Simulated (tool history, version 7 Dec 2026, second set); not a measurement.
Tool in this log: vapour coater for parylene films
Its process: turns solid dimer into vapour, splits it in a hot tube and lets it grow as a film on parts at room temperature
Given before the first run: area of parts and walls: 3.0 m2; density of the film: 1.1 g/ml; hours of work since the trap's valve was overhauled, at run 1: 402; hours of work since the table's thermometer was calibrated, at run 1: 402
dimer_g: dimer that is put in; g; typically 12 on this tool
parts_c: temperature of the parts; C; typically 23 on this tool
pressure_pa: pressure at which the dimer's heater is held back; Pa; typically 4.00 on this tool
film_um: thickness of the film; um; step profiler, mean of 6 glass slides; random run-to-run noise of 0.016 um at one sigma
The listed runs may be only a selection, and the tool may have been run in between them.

run	hour	dimer_g	parts_c	pressure_pa	hours of work since the trap's valve was overhauled	hours of work since the table's thermometer was calibrated	film_um
1	0.0	12	23	4.00	402	402	1.65
2	16.3	12	23	4.00	414	414	1.67
# hour 28.2: trap's valve overhauled
3	39.7	12	23	4.00	9	429	1.87
4	58.4	12	23	4.00	23	443	1.85
5	74.0	12	23	4.00	35	455	1.87
6	95.7	12	23	4.00	51	471	1.85
7	106.7	12	23	4.00	59	479	1.86
8	120.4	12	23	4.00	69	490	1.84
9	139.3	12	23	2.04	84	504	2.14
10	148.8	12	23	2.04	91	511	2.11
11	159.7	12	23	4.00	99	519	1.82
# hour 161.9: table's thermometer calibrated
12	180.1	12	23	4.00	114	14	1.80
13	191.8	12	23	4.86	122	23	1.71
14	212.1	6	23	4.86	138	38	0.85
15	228.2	7	16	4.86	150	50	1.17
# hour 246.9: table's thermometer calibrated, once more
16	246.9	12	15	4.00	163	0	2.23
17	260.5	22	22	2.03	173	10	3.93
18	281.6	6	26	4.00	189	26	0.86
19	296.8	12	26	5.97	201	38	1.53
20	306.5	12	26	5.97	208	45	1.55
21	321.0	9	21	3.34	219	56	1.46
22	334.5	13	19	4.00	229	66	2.14
23	353.3	13	15	2.32	243	80	2.64
24	365.4	13	15	6.38	252	89	2.08

4 options for the next run, each taken on its own from the tool as it stands now. Forecast them:
A	383.1	12	23	6.60	266	103	?
B	383.1	13	17	6.38	266	103	?
C	383.1	8	15	3.08	266	103	?
D	383.1	12	26	2.66	266	103	?

run	film_um
A	1.57
B	1.97
C	1.55
D	1.79
The same runs, with their run-to-run variation unchanged, on a tool lacking any hidden condition would have given:
run	film_um
A	1.70
B	2.14
C	1.68
D	1.94

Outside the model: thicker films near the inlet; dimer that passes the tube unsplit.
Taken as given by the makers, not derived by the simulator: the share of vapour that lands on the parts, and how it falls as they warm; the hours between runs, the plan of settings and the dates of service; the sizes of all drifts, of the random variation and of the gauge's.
